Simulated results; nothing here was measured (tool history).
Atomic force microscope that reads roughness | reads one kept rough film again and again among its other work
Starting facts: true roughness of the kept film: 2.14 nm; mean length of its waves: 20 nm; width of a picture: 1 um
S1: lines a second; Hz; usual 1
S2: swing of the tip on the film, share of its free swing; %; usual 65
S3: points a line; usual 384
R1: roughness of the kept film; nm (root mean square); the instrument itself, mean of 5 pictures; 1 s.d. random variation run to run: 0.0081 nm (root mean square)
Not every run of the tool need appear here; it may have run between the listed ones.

| run | hour | S1 | S2 | S3 | R1 |
|---|---|---|---|---|---|
| 1 | 0 | 1 | 65 | 384 | 1.74 |
|  | 13.9 | new tip fitted |
| 2 | 58 | 1 | 65 | 384 | 1.758 |
| 3 | 98.8 | 1 | 65 | 384 | 1.739 |
| 4 | 143.3 | 1 | 65 | 384 | 1.755 |
| 5 | 188.1 | 1 | 65 | 384 | 1.746 |
| 6 | 250.1 | 1 | 65 | 384 | 1.76 |
|  | 288.7 | new tip fitted |
| 7 | 303.3 | 1 | 65 | 384 | 1.756 |
| 8 | 349.3 | 2.69 | 62 | 335 | 1.659 |
| 9 | 420 | 1.06 | 68 | 384 | 1.735 |
| 10 | 462.4 | 1.06 | 68 | 384 | 1.744 |
| 11 | 501.2 | 2.81 | 66 | 384 | 1.611 |
|  | 560.3 | new tip fitted |
| 12 | 571.1 | 1.18 | 65 | 541 | 1.76 |
| 13 | 607 | 0.53 | 83 | 307 | 1.707 |

3 ways to go on from here, each from the tool as it stands after run 13. What would each give?
| A | 657.2 | 0.98 | 65 | 384 | ? |
| B | 657.2 | 0.92 | 83 | 307 | ? |
| C | 657.2 | 1 | 56 | 384 | ? |

| run | R1 |
|---|---|
| A | 1.749 |
| B | 1.636 |
| C | 1.786 |
Had the tool no hidden state, the same runs would have come out as:
| run | R1 |
|---|---|
| A | 1.75 |
| B | 1.638 |
| C | 1.787 |

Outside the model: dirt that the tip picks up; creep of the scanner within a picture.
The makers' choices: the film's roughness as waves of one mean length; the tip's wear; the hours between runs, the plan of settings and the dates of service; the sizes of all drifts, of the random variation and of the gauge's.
